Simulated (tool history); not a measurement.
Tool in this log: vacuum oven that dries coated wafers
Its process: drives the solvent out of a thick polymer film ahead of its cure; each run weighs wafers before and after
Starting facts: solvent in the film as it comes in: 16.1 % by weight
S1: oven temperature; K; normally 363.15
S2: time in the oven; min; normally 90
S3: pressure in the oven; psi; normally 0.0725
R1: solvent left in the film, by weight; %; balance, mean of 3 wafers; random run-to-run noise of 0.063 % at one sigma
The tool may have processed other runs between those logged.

| run | hour | S1 | S2 | S3 | R1 |
|---|---|---|---|---|---|
| 1 | 0.0 | 363.15 | 90 | 0.0725 | 3.87 |
| 2 | 6.5 | 363.15 | 90 | 0.0725 | 3.89 |
| 3 | 16.3 | 363.15 | 90 | 0.0725 | 3.83 |
| 4 | 25.1 | 363.15 | 90 | 0.0725 | 3.72 |
| 5 | 32.3 | 363.15 | 90 | 0.0725 | 3.92 |
| 6 | 39.9 | 363.15 | 90 | 0.0725 | 3.81 |
| 7 | 48.2 | 363.15 | 90 | 0.0725 | 3.79 |
| 8 | 58.0 | 363.15 | 90 | 0.0725 | 3.90 |
| 9 | 70.0 | 363.15 | 90 | 0.0725 | 3.86 |
| 10 | 82.4 | 363.15 | 90 | 0.0621 | 3.75 |
| 11 | 91.3 | 363.15 | 90 | 0.0725 | 3.83 |
| 12 | 103.3 | 363.15 | 90 | 0.0725 | 3.86 |
| 13 | 112.8 | 363.15 | 90 | 0.0725 | 3.78 |
| 14 | 124.9 | 363.15 | 90 | 0.0725 | 3.81 |
| 15 | 137.0 | 363.15 | 103 | 0.0725 | 3.20 |
| 16 | 147.7 | 363.15 | 103 | 0.0725 | 3.10 |
| 17 | 157.7 | 363.15 | 103 | 0.0725 | 3.16 |
| 18 | 165.6 | 363.15 | 103 | 0.0725 | 3.17 |
| 19 | 174.0 | 363.15 | 103 | 0.0725 | 3.24 |
| 20 | 183.6 | 363.15 | 103 | 0.0725 | 3.14 |
| 21 | 190.5 | 349.15 | 56 | 0.0902 | 8.73 |
| 22 | 203.1 | 351.15 | 58 | 0.0902 | 8.24 |
| 23 | 214.5 | 363.15 | 90 | 0.0843 | 3.76 |
| 24 | 223.5 | 363.15 | 125 | 0.0725 | 2.37 |
| 25 | 234.3 | 363.15 | 125 | 0.0725 | 2.30 |
| 26 | 242.9 | 354.15 | 104 | 0.0725 | 5.08 |
| 27 | 252.4 | 354.15 | 104 | 0.0725 | 5.02 |
| 28 | 259.2 | 363.15 | 160 | 0.1240 | 1.71 |
| 29 | 266.2 | 363.15 | 117 | 0.0569 | 2.69 |
| 30 | 272.0 | 367.15 | 139 | 0.0569 | 1.34 |
| 31 | 278.9 | 367.15 | 139 | 0.0569 | 1.48 |
| 32 | 285.3 | 367.15 | 135 | 0.0725 | 1.43 |
| 33 | 295.2 | 363.15 | 147 | 0.1948 | 2.10 |
| 34 | 302.0 | 363.15 | 147 | 0.1948 | 2.11 |
| 35 | 307.2 | 351.15 | 135 | 0.1304 | 4.68 |
| 36 | 319.6 | 351.15 | 155 | 0.1304 | 4.01 |
| 37 | 327.2 | 375.15 | 63 | 0.0995 | 3.25 |
| 38 | 332.4 | 364.15 | 90 | 0.0376 | 3.54 |
| 39 | 342.2 | 363.15 | 90 | 0.0909 | 3.72 |

Predict each of these 4 candidate next runs independently; none follows another, all start after run 39:
| A | 348.7 | 363.15 | 137 | 0.0725 | ? |
| B | 348.7 | 373.15 | 87 | 0.1941 | ? |
| C | 348.7 | 360.15 | 60 | 0.0544 | ? |
| D | 348.7 | 351.15 | 90 | 0.0383 | ? |

| run | R1 |
|---|---|
| A | 2.02 |
| B | 2.22 |
| C | 6.15 |
| D | 6.04 |
Had the tool no hidden state, the same runs would have come out as:
| run | R1 |
|---|---|
| A | 2.09 |
| B | 2.30 |
| C | 6.26 |
| D | 6.14 |
